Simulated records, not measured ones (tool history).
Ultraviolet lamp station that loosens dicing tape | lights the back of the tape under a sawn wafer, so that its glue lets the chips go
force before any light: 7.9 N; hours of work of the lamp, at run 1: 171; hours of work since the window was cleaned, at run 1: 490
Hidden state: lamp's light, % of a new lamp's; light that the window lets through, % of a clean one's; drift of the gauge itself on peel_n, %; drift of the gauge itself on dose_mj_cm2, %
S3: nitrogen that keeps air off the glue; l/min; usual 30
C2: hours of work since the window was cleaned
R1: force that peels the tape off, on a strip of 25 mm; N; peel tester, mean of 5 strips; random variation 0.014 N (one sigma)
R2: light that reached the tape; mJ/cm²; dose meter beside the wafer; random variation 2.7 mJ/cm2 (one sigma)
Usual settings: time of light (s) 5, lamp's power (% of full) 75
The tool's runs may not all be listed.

{"run": 1, "hour": 0.0, "time of light (s)": 5, "lamp's power (% of full)": 75, "S3": 30, "hours of work of the lamp": 171, "C2": 490, "R1": 0.638, "R2": 350}
{"run": 2, "hour": 7.2, "time of light (s)": 5, "lamp's power (% of full)": 75, "S3": 30, "hours of work of the lamp": 174, "C2": 493, "R1": 0.666, "R2": 350}
{"run": 3, "hour": 22.7, "time of light (s)": 5, "lamp's power (% of full)": 75, "S3": 30, "hours of work of the lamp": 181, "C2": 500, "R1": 0.652, "R2": 352}
{"run": 4, "hour": 36.9, "time of light (s)": 5, "lamp's power (% of full)": 75, "S3": 30, "hours of work of the lamp": 187, "C2": 506, "R1": 0.641, "R2": 354}
{"run": 5, "hour": 46.6, "time of light (s)": 3, "lamp's power (% of full)": 75, "S3": 30, "hours of work of the lamp": 191, "C2": 510, "R1": 1.677, "R2": 213}
{"run": 6, "hour": 53.6, "time of light (s)": 3, "lamp's power (% of full)": 75, "S3": 30, "hours of work of the lamp": 193, "C2": 512, "R1": 1.683, "R2": 208}
{"run": 7, "hour": 61.8, "time of light (s)": 3, "lamp's power (% of full)": 75, "S3": 30, "hours of work of the lamp": 197, "C2": 516, "R1": 1.675, "R2": 212}
{"run": 8, "hour": 68.7, "time of light (s)": 3, "lamp's power (% of full)": 75, "S3": 30, "hours of work of the lamp": 200, "C2": 519, "R1": 1.655, "R2": 209}
{"run": 9, "hour": 77.9, "time of light (s)": 3, "lamp's power (% of full)": 75, "S3": 30, "hours of work of the lamp": 203, "C2": 522, "R1": 1.624, "R2": 212}
{"run": 10, "hour": 89.5, "time of light (s)": 3, "lamp's power (% of full)": 75, "S3": 30, "hours of work of the lamp": 208, "C2": 527, "R1": 1.669, "R2": 211}
{"run": 11, "hour": 97.8, "time of light (s)": 3, "lamp's power (% of full)": 75, "S3": 30, "hours of work of the lamp": 211, "C2": 530, "R1": 1.709, "R2": 208}
{"run": 12, "hour": 105.2, "time of light (s)": 3, "lamp's power (% of full)": 75, "S3": 30, "hours of work of the lamp": 214, "C2": 533, "R1": 1.682, "R2": 208}
{"run": 13, "hour": 117.9, "time of light (s)": 5, "lamp's power (% of full)": 75, "S3": 30, "hours of work of the lamp": 220, "C2": 539, "R1": 0.672, "R2": 349}
{"run": 14, "hour": 126.2, "time of light (s)": 5, "lamp's power (% of full)": 75, "S3": 30, "hours of work of the lamp": 223, "C2": 542, "R1": 0.658, "R2": 348}
{"run": 15, "hour": 133.4, "time of light (s)": 5, "lamp's power (% of full)": 75, "S3": 9, "hours of work of the lamp": 226, "C2": 545, "R1": 1.641, "R2": 350}
{"run": 16, "hour": 144.7, "time of light (s)": 5, "lamp's power (% of full)": 75, "S3": 9, "hours of work of the lamp": 231, "C2": 550, "R1": 1.574, "R2": 349}
{"run": 17, "hour": 159.9, "time of light (s)": 5, "lamp's power (% of full)": 75, "S3": 9, "hours of work of the lamp": 237, "C2": 556, "R1": 1.641, "R2": 349}
{"run": 18, "hour": 170.4, "time of light (s)": 4, "lamp's power (% of full)": 75, "S3": 13, "hours of work of the lamp": 241, "C2": 560, "R1": 1.849, "R2": 279}
{"run": 19, "hour": 182.2, "time of light (s)": 4, "lamp's power (% of full)": 90, "S3": 58, "hours of work of the lamp": 246, "C2": 565, "R1": 0.461, "R2": 338}
{"run": 20, "hour": 190.6, "time of light (s)": 4, "lamp's power (% of full)": 90, "S3": 52, "hours of work of the lamp": 249, "C2": 568, "R1": 0.493, "R2": 341}
{"run": 21, "hour": 200.0, "time of light (s)": 4, "lamp's power (% of full)": 90, "S3": 52, "hours of work of the lamp": 253, "C2": 572, "R1": 0.475, "R2": 338}
{"run": 22, "hour": 206.9, "time of light (s)": 5, "lamp's power (% of full)": 92, "S3": 30, "hours of work of the lamp": 256, "C2": 575, "R1": 0.437, "R2": 431}
{"run": 23, "hour": 214.1, "time of light (s)": 5, "lamp's power (% of full)": 83, "S3": 56, "hours of work of the lamp": 259, "C2": 578, "R1": 0.317, "R2": 392}
{"run": 24, "hour": 223.4, "time of light (s)": 3, "lamp's power (% of full)": 83, "S3": 56, "hours of work of the lamp": 263, "C2": 582, "R1": 0.97, "R2": 234}
{"run": 25, "hour": 231.6, "time of light (s)": 3, "lamp's power (% of full)": 83, "S3": 56, "hours of work of the lamp": 266, "C2": 585, "R1": 1.019, "R2": 234}
{"run": 26, "hour": 246.1, "time of light (s)": 4, "lamp's power (% of full)": 64, "S3": 30, "hours of work of the lamp": 272, "C2": 591, "R1": 1.388, "R2": 236}
{"run": 27, "hour": 259.4, "time of light (s)": 4, "lamp's power (% of full)": 64, "S3": 30, "hours of work of the lamp": 278, "C2": 597, "R1": 1.322, "R2": 238}
{"run": 28, "hour": 272.8, "time of light (s)": 8, "lamp's power (% of full)": 83, "S3": 25, "hours of work of the lamp": 283, "C2": 602, "R1": 0.207, "R2": 623}
{"run": 29, "hour": 285.9, "time of light (s)": 8, "lamp's power (% of full)": 65, "S3": 37, "hours of work of the lamp": 288, "C2": 607, "R1": 0.27, "R2": 485}
{"run": 30, "hour": 298.8, "time of light (s)": 8, "lamp's power (% of full)": 65, "S3": 37, "hours of work of the lamp": 294, "C2": 613, "R1": 0.268, "R2": 486}
{"run": 31, "hour": 306.6, "time of light (s)": 3, "lamp's power (% of full)": 75, "S3": 19, "hours of work of the lamp": 297, "C2": 616, "R1": 2.16, "R2": 213}
{"run": 32, "hour": 317.1, "time of light (s)": 5, "lamp's power (% of full)": 75, "S3": 54, "hours of work of the lamp": 301, "C2": 620, "R1": 0.415, "R2": 349}
{"run": 33, "hour": 333.1, "time of light (s)": 3, "lamp's power (% of full)": 71, "S3": 17, "hours of work of the lamp": 308, "C2": 627, "R1": 2.398, "R2": 196}
{"run": 34, "hour": 348.0, "time of light (s)": 3, "lamp's power (% of full)": 73, "S3": 30, "hours of work of the lamp": 314, "C2": 633, "R1": 1.823, "R2": 205}

Forecast each of these 3 alternatives for the next run:
{"run": "A", "hour": 359.1, "time of light (s)": 3, "lamp's power (% of full)": 89, "S3": 33, "hours of work of the lamp": 318, "C2": 637, "R1": "?", "R2": "?"}
{"run": "B", "hour": 359.1, "time of light (s)": 3, "lamp's power (% of full)": 84, "S3": 14, "hours of work of the lamp": 318, "C2": 637, "R1": "?", "R2": "?"}
{"run": "C", "hour": 359.1, "time of light (s)": 5, "lamp's power (% of full)": 75, "S3": 15, "hours of work of the lamp": 318, "C2": 637, "R1": "?", "R2": "?"}

run=A R1=1.236 R2=251
run=B R1=2.234 R2=233
run=C R1=1.194 R2=351
Without the tool's hidden state the same runs would have given:
run=A R1=1.226 R2=253
run=B R1=2.222 R2=235
run=C R1=1.184 R2=353

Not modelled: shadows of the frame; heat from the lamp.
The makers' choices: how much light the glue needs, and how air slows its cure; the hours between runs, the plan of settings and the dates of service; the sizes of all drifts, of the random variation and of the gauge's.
